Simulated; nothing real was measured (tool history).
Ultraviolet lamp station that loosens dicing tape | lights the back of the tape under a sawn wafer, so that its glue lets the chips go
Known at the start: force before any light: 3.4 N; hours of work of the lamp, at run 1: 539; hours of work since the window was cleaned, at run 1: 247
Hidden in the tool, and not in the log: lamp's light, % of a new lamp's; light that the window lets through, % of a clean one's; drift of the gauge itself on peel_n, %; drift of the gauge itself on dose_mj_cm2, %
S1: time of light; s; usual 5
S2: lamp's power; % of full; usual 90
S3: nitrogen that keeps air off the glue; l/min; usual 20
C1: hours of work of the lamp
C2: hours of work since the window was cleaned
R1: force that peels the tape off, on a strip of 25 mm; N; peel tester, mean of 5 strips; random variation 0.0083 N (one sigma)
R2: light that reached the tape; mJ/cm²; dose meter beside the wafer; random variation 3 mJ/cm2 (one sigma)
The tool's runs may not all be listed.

| run | hour | S1 | S2 | S3 | C1 | C2 | R1 | R2 |
|---|---|---|---|---|---|---|---|---|
| 1 | 0.0 | 5 | 90 | 20 | 539 | 247 | 0.433 | 370 |
| 2 | 19.7 | 5 | 90 | 20 | 552 | 260 | 0.436 | 367 |
| 3 | 40.7 | 5 | 90 | 20 | 567 | 274 | 0.456 | 369 |
| 4 | 50.1 | 5 | 90 | 20 | 573 | 281 | 0.450 | 373 |
| 5 | 63.4 | 5 | 90 | 20 | 582 | 290 | 0.449 | 365 |
| 6 | 80.1 | 5 | 90 | 9 | 593 | 301 | 0.635 | 359 |
| 7 | 100.1 | 5 | 90 | 9 | 607 | 315 | 0.600 | 362 |
| 8 | 116.6 | 5 | 87 | 20 | 618 | 326 | 0.483 | 352 |
| 9 | 128.6 | 5 | 67 | 20 | 626 | 334 | 0.699 | 267 |
| 10 | 144.5 | 5 | 67 | 20 | 637 | 345 | 0.721 | 268 |
| 11 | 163.3 | 5 | 67 | 20 | 650 | 357 | 0.721 | 267 |
| 12 | 175.4 | 5 | 67 | 20 | 658 | 365 | 0.726 | 261 |
|  | 184.7 | window cleaned of glue's vapour |
| 13 | 189.4 | 5 | 67 | 20 | 667 | 3 | 0.734 | 264 |
| 14 | 201.0 | 5 | 67 | 20 | 675 | 11 | 0.738 | 259 |
| 15 | 220.3 | 5 | 65 | 40 | 688 | 24 | 0.650 | 253 |
| 16 | 231.5 | 5 | 71 | 9 | 695 | 32 | 0.891 | 279 |
| 17 | 251.4 | 5 | 71 | 9 | 709 | 45 | 0.891 | 276 |
| 18 | 267.8 | 5 | 94 | 10 | 720 | 56 | 0.602 | 361 |
| 19 | 284.4 | 2 | 77 | 10 | 731 | 67 | 1.796 | 119 |
| 20 | 296.6 | 2 | 77 | 10 | 739 | 76 | 1.835 | 116 |
|  | 303.9 | window cleaned of glue's vapour, once more |
| 21 | 313.9 | 6 | 97 | 29 | 751 | 7 | 0.261 | 466 |
| 22 | 333.5 | 7 | 90 | 11 | 764 | 20 | 0.337 | 514 |
| 23 | 349.5 | 7 | 90 | 11 | 775 | 31 | 0.328 | 506 |
| 24 | 360.9 | 4 | 74 | 20 | 783 | 39 | 0.832 | 237 |
| 25 | 376.7 | 4 | 74 | 20 | 793 | 49 | 0.887 | 235 |

The same runs without the tool's hidden state, with the same run-to-run variation:
| run | R1 | R2 |
|---|---|---|
| 1 | 0.332 | 433 |
| 2 | 0.332 | 432 |
| 3 | 0.344 | 436 |
| 4 | 0.339 | 441 |
| 5 | 0.336 | 434 |
| 6 | 0.482 | 428 |
| 7 | 0.450 | 434 |
| 8 | 0.355 | 423 |
| 9 | 0.530 | 322 |
| 10 | 0.543 | 324 |
| 11 | 0.538 | 324 |
| 12 | 0.541 | 319 |
| 13 | 0.537 | 324 |
| 14 | 0.542 | 320 |
| 15 | 0.461 | 314 |
| 16 | 0.663 | 346 |
| 17 | 0.662 | 344 |
| 18 | 0.417 | 452 |
| 19 | 1.542 | 150 |
| 20 | 1.572 | 147 |
| 21 | 0.198 | 559 |
| 22 | 0.250 | 618 |
| 23 | 0.241 | 612 |
| 24 | 0.638 | 287 |
| 25 | 0.678 | 286 |
